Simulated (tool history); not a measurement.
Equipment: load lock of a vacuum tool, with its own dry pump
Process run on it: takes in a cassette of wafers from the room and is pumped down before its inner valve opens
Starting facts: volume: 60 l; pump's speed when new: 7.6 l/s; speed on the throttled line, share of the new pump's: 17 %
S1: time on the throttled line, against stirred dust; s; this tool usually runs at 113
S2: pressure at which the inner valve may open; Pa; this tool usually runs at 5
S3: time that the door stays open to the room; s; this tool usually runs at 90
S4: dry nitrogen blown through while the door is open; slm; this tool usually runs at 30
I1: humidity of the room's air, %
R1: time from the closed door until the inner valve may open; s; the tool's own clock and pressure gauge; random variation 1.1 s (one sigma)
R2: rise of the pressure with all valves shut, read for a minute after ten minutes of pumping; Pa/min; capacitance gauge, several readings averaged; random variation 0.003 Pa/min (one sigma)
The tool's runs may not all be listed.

Run 1, day 0: usual settings; I1 49. Result: R1 189.5 s, R2 0.056 Pa/min.
Run 2, day 2.767: usual settings but S1 116 s; I1 44.5. Result: R1 191.5 s, R2 0.047 Pa/min.
Run 3, day 6.612: usual settings but S1 116 s, S3 88 s; I1 47.3. Result: R1 191.2 s, R2 0.057 Pa/min.
Run 4, day 12.042: usual settings but S1 116 s, S2 7 Pa, S3 88 s; I1 48. Result: R1 186.8 s, R2 0.06 Pa/min.
Run 5, day 16.25: usual settings but S1 116 s, S2 7 Pa, S3 88 s; I1 44.8. Result: R1 186 s, R2 0.059 Pa/min.
Run 6, day 18.8: usual settings but S1 116 s, S2 7 Pa, S3 88 s; I1 46.4. Result: R1 188.5 s, R2 0.064 Pa/min.
Run 7, day 21.354: usual settings but S1 116 s, S2 7 Pa, S3 88 s; I1 43.9. Result: R1 190.1 s, R2 0.05 Pa/min.
Run 8, day 25.642: usual settings but S1 116 s, S2 7 Pa, S3 88 s; I1 43.9. Result: R1 188.9 s, R2 0.051 Pa/min.
Run 9, day 28.121: usual settings but S1 116 s, S2 7 Pa, S3 88 s; I1 44.5. Result: R1 189.3 s, R2 0.056 Pa/min.
Run 10, day 33.533: usual settings but S1 116 s, S2 7 Pa, S3 88 s; I1 45.8. Result: R1 189.2 s, R2 0.06 Pa/min.
Run 11, day 39.171: usual settings but S1 116 s, S2 7 Pa, S3 88 s; I1 44. Result: R1 188 s, R2 0.059 Pa/min.
Run 12, day 44.988: usual settings but S1 116 s, S2 7 Pa, S3 88 s; I1 46.3. Result: R1 188.2 s, R2 0.059 Pa/min.
Run 13, day 49.396: usual settings but S1 116 s, S2 7 Pa, S3 88 s; I1 45.3. Result: R1 190 s, R2 0.059 Pa/min.
Run 14, day 53.433: usual settings but S2 4 Pa, S3 137 s; I1 43.5. Result: R1 194.6 s, R2 0.07 Pa/min.
Run 15, day 58.525: usual settings but S2 4 Pa, S3 137 s; I1 43.6. Result: R1 195.4 s, R2 0.064 Pa/min.
Run 16, day 61.7: usual settings but S1 156 s, S3 54 s, S4 25 slm; I1 46.9. Result: R1 225.8 s, R2 0.054 Pa/min.
Run 17, day 64.817: usual settings but S1 173 s, S3 28 s; I1 44.1. Result: R1 239.2 s, R2 0.043 Pa/min.
Run 18, day 68.033: usual settings but S1 173 s, S3 28 s; I1 46.1. Result: R1 239.3 s, R2 0.047 Pa/min.
At day 69.346: dry pump taken out, an overhauled one fitted.
Run 19, day 73.571: usual settings but S1 173 s, S3 28 s; I1 43.2. Result: R1 224.6 s, R2 0.038 Pa/min.
Run 20, day 77.438: usual settings but S1 93 s, S3 28 s; I1 43.8. Result: R1 157.4 s, R2 0.04 Pa/min.
Run 21, day 81.279: usual settings but S1 93 s, S3 28 s; I1 43.4. Result: R1 157.6 s, R2 0.049 Pa/min.
Run 22, day 84.492: usual settings but S1 93 s, S3 28 s; I1 44.5. Result: R1 155.8 s, R2 0.044 Pa/min.
Run 23, day 88.842: usual settings but S1 93 s, S3 28 s; I1 45.3. Result: R1 157.8 s, R2 0.038 Pa/min.

The logged runs with the hidden state left out (each run's random variation unchanged):
Hidden state at play: pump's speed, % of a new pump's; leak at the door's seal, Pa l/s; drift of the gauge itself on ready_s, %; drift of the gauge itself on rise_pa_min, %.
run     R1     R2
  1  172.5  0.047
  2  174.6  0.038
  3  174.3  0.047
  4  170.6   0.05
  5  169.7  0.049
  6    172  0.053
  7  173.3   0.04
  8    172   0.04
  9  172.4  0.045
 10  172.1  0.048
 11  170.8  0.047
 12  170.8  0.046
 13  172.3  0.046
 14  174.9  0.056
 15  175.5  0.049
 16  208.7  0.038
 17  222.9  0.027
 18    223  0.031
 19  224.1  0.022
 20  156.7  0.024
 21  156.8  0.032
 22    155  0.026
 23  156.8   0.02
